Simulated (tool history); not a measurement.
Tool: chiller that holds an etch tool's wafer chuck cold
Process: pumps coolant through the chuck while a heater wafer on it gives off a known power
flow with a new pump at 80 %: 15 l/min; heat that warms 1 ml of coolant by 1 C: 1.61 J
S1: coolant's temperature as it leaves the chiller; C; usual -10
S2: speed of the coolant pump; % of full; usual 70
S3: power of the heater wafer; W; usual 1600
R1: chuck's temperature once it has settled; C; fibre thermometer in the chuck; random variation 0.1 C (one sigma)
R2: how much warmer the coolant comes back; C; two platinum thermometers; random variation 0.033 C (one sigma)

Run 1, hour 0: usual settings. Result: R1 6.8 C, R2 4.78 C.
Run 2, hour 73.6: usual settings. Result: R1 7.2 C, R2 4.82 C.
Run 3, hour 137: usual settings. Result: R1 7.1 C, R2 4.84 C.
Run 4, hour 212.3: usual settings. Result: R1 7.2 C, R2 4.8 C.
Run 5, hour 274.3: usual settings but S2 74 % of full. Result: R1 6.5 C, R2 4.55 C.
Run 6, hour 354.4: usual settings but S2 74 % of full. Result: R1 6.4 C, R2 4.62 C.
Run 7, hour 421.1: usual settings. Result: R1 7.5 C, R2 4.88 C.
Run 8, hour 503: usual settings but S2 82 % of full. Result: R1 5.2 C, R2 4.13 C.
Run 9, hour 580.3: usual settings but S1 -9 C, S2 82 % of full. Result: R1 6.1 C, R2 4.1 C.
Run 10, hour 646.7: usual settings but S1 -9 C, S2 82 % of full. Result: R1 6.2 C, R2 4.13 C.
Run 11, hour 697.2: usual settings but S1 -9 C, S2 82 % of full. Result: R1 6.2 C, R2 4.15 C.
Run 12, hour 754.4: usual settings. Result: R1 7.7 C, R2 4.85 C.
Run 13, hour 798.5: usual settings. Result: R1 7.6 C, R2 4.85 C.
Run 14, hour 840.1: usual settings. Result: R1 7.8 C, R2 4.85 C.
At hour 851.7: coolant pump overhauled.
Run 15, hour 920.8: usual settings but S2 88 % of full. Result: R1 4.7 C, R2 4.03 C.
Run 16, hour 970.1: usual settings but S2 88 % of full. Result: R1 5 C, R2 3.91 C.
Run 17, hour 1036.5: usual settings but S1 -12 C, S2 100 % of full, S3 1906 W. Result: R1 3.7 C, R2 4.15 C.
Run 18, hour 1111.9: usual settings but S2 62 % of full. Result: R1 10.6 C, R2 5.67 C.
Run 19, hour 1160.7: usual settings but S2 65 % of full, S3 1766 W. Result: R1 11.5 C, R2 5.94 C.
Run 20, hour 1235.3: usual settings but S1 -15 C, S2 88 % of full, S3 1766 W. Result: R1 1.7 C, R2 4.4 C.
Run 21, hour 1291: usual settings but S1 -15 C, S3 1336 W. Result: R1 0.3 C, R2 4.24 C.
At hour 1316.8: coolant pump overhauled, once more.
Run 22, hour 1341.9: usual settings but S1 -15 C, S3 1336 W. Result: R1 -0.7 C, R2 3.87 C.
Run 23, hour 1381.6: usual settings but S1 -15 C, S3 1336 W. Result: R1 -0.6 C, R2 3.84 C.
Run 24, hour 1441.6: usual settings but S1 -4 C, S2 80 % of full. Result: R1 11.3 C, R2 3.96 C.
Run 25, hour 1522: usual settings but S1 -12 C, S3 2362 W. Result: R1 13.3 C, R2 6.81 C.
Run 26, hour 1574: usual settings but S1 -16 C, S2 75 % of full, S3 1260 W. Result: R1 -3 C, R2 3.37 C.
Run 27, hour 1613.4: usual settings but S1 -19 C, S2 95 % of full, S3 1260 W. Result: R1 -8.6 C, R2 2.66 C.
Run 28, hour 1697: usual settings but S1 -19 C, S2 95 % of full, S3 1260 W. Result: R1 -8.4 C, R2 2.64 C.
Run 29, hour 1764.5: usual settings but S1 -8 C, S2 73 % of full, S3 1260 W. Result: R1 5.1 C, R2 3.48 C.
Run 30, hour 1835.1: usual settings but S1 -8 C, S2 73 % of full, S3 1260 W. Result: R1 5.6 C, R2 3.48 C.
Run 31, hour 1893.3: usual settings but S1 -8 C, S2 77 % of full, S3 1515 W. Result: R1 7.3 C, R2 3.95 C.
Run 32, hour 1960.4: usual settings but S2 60 % of full. Result: R1 10.3 C, R2 5.44 C.

Measured less the same run without the tool's hidden state. The same run-to-run variation is in both; the gauge's scatter may not be:
The hidden state here: heat passed by the chuck's channels, % of clean ones'; flow at a given pump speed, % of a new pump's; coolant's true temperature over the reading, C; drift of the gauge itself on chuck_c, C; drift of the gauge itself on warmer_back_c, C.
run    R1     R2
  1  +1.4  +0.24
  2  +1.5  +0.26
  3  +1.5  +0.26
  4  +1.6  +0.27
  5  +1.6  +0.26
  6  +1.7  +0.27
  7  +1.8  +0.29
  8  +1.7  +0.25
  9  +1.7  +0.27
 10  +1.7  +0.27
 11  +1.8  +0.27
 12  +2.1  +0.33
 13  +2.1  +0.33
 14  +2.2  +0.34
 15  +2.1  +0.36
 16  +2.2  +0.36
 17  +2.4  +0.39
 18  +3.1  +0.54
 19  +3.3  +0.56
 20  +2.6  +0.42
 21  +2.5  +0.41
 22  +1.3  +0.03
 23  +1.3  +0.03
 24  +1.4  +0.03
 25  +2.3  +0.06
 26  +1.3  +0.04
 27  +1.1  +0.03
 28  +1.1  +0.04
 29  +1.4  +0.05
 30  +1.5  +0.05
 31  +1.8  +0.07
 32  +2.3  +0.11

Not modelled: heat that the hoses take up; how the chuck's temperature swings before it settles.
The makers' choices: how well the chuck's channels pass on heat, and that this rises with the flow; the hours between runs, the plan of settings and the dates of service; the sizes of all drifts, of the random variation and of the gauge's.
